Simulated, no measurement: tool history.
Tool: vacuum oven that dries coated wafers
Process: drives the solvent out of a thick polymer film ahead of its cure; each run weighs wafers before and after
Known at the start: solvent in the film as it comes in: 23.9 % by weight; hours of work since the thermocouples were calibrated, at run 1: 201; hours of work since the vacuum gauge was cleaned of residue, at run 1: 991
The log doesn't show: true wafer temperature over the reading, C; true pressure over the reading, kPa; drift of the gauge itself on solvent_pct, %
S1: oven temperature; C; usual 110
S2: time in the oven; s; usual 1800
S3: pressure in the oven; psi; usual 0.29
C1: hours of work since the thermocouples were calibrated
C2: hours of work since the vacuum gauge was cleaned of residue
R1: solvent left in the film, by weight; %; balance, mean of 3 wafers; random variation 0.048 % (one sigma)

run 1 hour=0 | S1=110 S2=1800 S3=0.29 | C1=201 C2=991 | R1=4.69
run 2 hour=57.5 | S1=110 S2=1440 S3=0.29 | C1=241 C2=1030 | R1=6.1
run 3 hour=145.3 | S1=110 S2=1440 S3=0.29 | C1=301 C2=1090 | R1=6
run 4 hour=214 | S1=110 S2=1980 S3=0.29 | C1=348 C2=1137 | R1=4.01
run 5 hour=261.6 | S1=110 S2=1800 S3=0.766 | C1=381 C2=1170 | R1=5.52
run 6 hour=356.8 | S1=110 S2=1800 S3=0.766 | C1=446 C2=1235 | R1=5.49
run 7 hour=438.7 | S1=110 S2=1800 S3=0.29 | C1=502 C2=1291 | R1=4.41
run 8 hour=495.5 | S1=110 S2=1800 S3=0.29 | C1=541 C2=1330 | R1=4.48
run 9 hour=571.4 | S1=110 S2=1800 S3=0.29 | C1=593 C2=1382 | R1=4.46
-- hour=637.4 vacuum gauge cleaned of residue and calibrated
run 10 hour=664.9 | S1=110 S2=1800 S3=0.29 | C1=656 C2=19 | R1=4.28
-- hour=727.2 oven's thermocouples calibrated
run 11 hour=735.5 | S1=110 S2=1800 S3=0.29 | C1=6 C2=66 | R1=4.51
run 12 hour=807.5 | S1=108 S2=2700 S3=0.164 | C1=55 C2=115 | R1=2.56
run 13 hour=889.4 | S1=108 S2=2700 S3=0.164 | C1=111 C2=171 | R1=2.49
run 14 hour=935.6 | S1=123 S2=900 S3=0.167 | C1=143 C2=203 | R1=5.08
run 15 hour=1012.4 | S1=114 S2=2640 S3=0.283 | C1=195 C2=256 | R1=1.75
run 16 hour=1066.1 | S1=105 S2=1800 S3=0.29 | C1=232 C2=293 | R1=5.89
run 17 hour=1126.1 | S1=110 S2=1920 S3=0.54 | C1=273 C2=334 | R1=4.59
run 18 hour=1218.3 | S1=122 S2=1920 S3=0.54 | C1=337 C2=397 | R1=1.93
run 19 hour=1262.6 | S1=122 S2=1920 S3=0.54 | C1=367 C2=427 | R1=1.89
run 20 hour=1324.4 | S1=122 S2=1920 S3=0.54 | C1=409 C2=470 | R1=1.97

Hidden state at the last listed run before each entry between runs and at the first one after, where it differs:
Between runs 9 and 10: vacuum gauge cleaned of residue and calibrated (hour 637.4)
  true wafer temperature over the reading, C: 0.92 -> 1.01; true pressure over the reading, kPa: 0.68 -> -0.005
  measured less the result without the state, R1: -0.06 -> -0.29 %
Between runs 10 and 11: oven's thermocouples calibrated (hour 727.2)
  true wafer temperature over the reading, C: 1.01 -> 0.15; true pressure over the reading, kPa: -0.005 -> 0.018
  measured less the result without the state, R1: -0.29 -> -0.04 %
